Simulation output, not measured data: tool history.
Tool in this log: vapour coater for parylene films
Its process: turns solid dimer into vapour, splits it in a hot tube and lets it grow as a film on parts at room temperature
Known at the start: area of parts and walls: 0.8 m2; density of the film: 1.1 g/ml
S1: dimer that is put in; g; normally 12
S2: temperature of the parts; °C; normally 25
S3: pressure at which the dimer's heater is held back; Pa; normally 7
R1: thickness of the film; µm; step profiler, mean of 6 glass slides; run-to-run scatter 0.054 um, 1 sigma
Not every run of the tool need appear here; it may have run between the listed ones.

| run | hour | S1 | S2 | S3 | R1 |
|---|---|---|---|---|---|
| 1 | 0 | 12 | 25 | 7 | 10.06 |
| 2 | 30.9 | 9 | 25 | 7 | 7.51 |
| 3 | 67.4 | 12 | 25 | 7 | 9.94 |
| 4 | 111.3 | 12 | 25 | 3.41 | 10.26 |
| 5 | 148.4 | 12 | 25 | 3.41 | 10.17 |
| 6 | 170.8 | 12 | 25 | 3.41 | 10.03 |
| 7 | 197.4 | 12 | 25 | 3.41 | 10.04 |
| 8 | 217.7 | 12 | 25 | 3.41 | 9.94 |
| 9 | 252.5 | 12 | 25 | 3.41 | 9.99 |
| 10 | 287.9 | 12 | 20 | 7 | 10.15 |

Estimate the outcome of run 11 from the log above:
|  | 294.8 | trap's valve overhauled |
| 11 | 317.6 | 14 | 25 | 10.89 | ? |

R1: 11.75 µm
Without the tool's hidden state the same run would have given R1 11.91 µm.
